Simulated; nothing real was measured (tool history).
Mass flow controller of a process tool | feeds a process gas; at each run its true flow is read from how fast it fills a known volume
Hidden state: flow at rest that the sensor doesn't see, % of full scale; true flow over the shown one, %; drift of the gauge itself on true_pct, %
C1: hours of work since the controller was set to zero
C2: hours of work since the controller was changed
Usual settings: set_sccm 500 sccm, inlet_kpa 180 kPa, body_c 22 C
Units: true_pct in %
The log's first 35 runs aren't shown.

{"run": 36, "hour": 11020.9, "set_sccm": 847, "inlet_kpa": 156, "body_c": 22, "C1": 3297, "C2": 10560, "true_pct": 99.78}
{"run": 37, "hour": 11188.0, "set_sccm": 672, "inlet_kpa": 234, "body_c": 20, "C1": 3413, "C2": 10675, "true_pct": 99.67}
{"run": 38, "hour": 11411.6, "set_sccm": 374, "inlet_kpa": 243, "body_c": 23, "C1": 3567, "C2": 10830, "true_pct": 99.76}
{"run": 39, "hour": 11594.4, "set_sccm": 500, "inlet_kpa": 180, "body_c": 27, "C1": 3693, "C2": 10956, "true_pct": 99.92}
{"run": 40, "hour": 11771.3, "set_sccm": 500, "inlet_kpa": 180, "body_c": 27, "C1": 3815, "C2": 11078, "true_pct": 99.88}
{"run": 41, "hour": 12176.7, "set_sccm": 679, "inlet_kpa": 250, "body_c": 22, "C1": 4095, "C2": 11358, "true_pct": 99.73}
{"run": 42, "hour": 12530.6, "set_sccm": 188, "inlet_kpa": 180, "body_c": 35, "C1": 4340, "C2": 11602, "true_pct": 100.41}
{"run": 43, "hour": 12828.9, "set_sccm": 645, "inlet_kpa": 198, "body_c": 35, "C1": 4546, "C2": 11808, "true_pct": 100.58}
{"run": 44, "hour": 13027.3, "set_sccm": 645, "inlet_kpa": 198, "body_c": 27, "C1": 4683, "C2": 11945, "true_pct": 99.97}
{"run": 45, "hour": 13261.0, "set_sccm": 189, "inlet_kpa": 155, "body_c": 22, "C1": 4844, "C2": 12107, "true_pct": 99.44}
{"hour": 13355.4, "done": "controller exchanged for a calibrated one"}
{"run": 46, "hour": 13560.4, "set_sccm": 492, "inlet_kpa": 237, "body_c": 22, "C1": 142, "C2": 142, "true_pct": 99.51}
{"run": 47, "hour": 13762.0, "set_sccm": 492, "inlet_kpa": 237, "body_c": 22, "C1": 281, "C2": 281, "true_pct": 99.6}
{"run": 48, "hour": 14130.4, "set_sccm": 110, "inlet_kpa": 179, "body_c": 27, "C1": 535, "C2": 535, "true_pct": 99.72}

Forecast each of these 3 alternatives for the next run:
{"run": "A", "hour": 14419.9, "set_sccm": 148, "inlet_kpa": 271, "body_c": 22, "C1": 735, "C2": 735, "true_pct": "?"}
{"run": "B", "hour": 14419.9, "set_sccm": 110, "inlet_kpa": 266, "body_c": 20, "C1": 735, "C2": 735, "true_pct": "?"}
{"run": "C", "hour": 14419.9, "set_sccm": 199, "inlet_kpa": 180, "body_c": 22, "C1": 735, "C2": 735, "true_pct": "?"}

run=A true_pct=99.48
run=B true_pct=99.24
run=C true_pct=99.48
Without the tool's hidden state the same runs would have given:
run=A true_pct=99.47
run=B true_pct=99.24
run=C true_pct=99.47
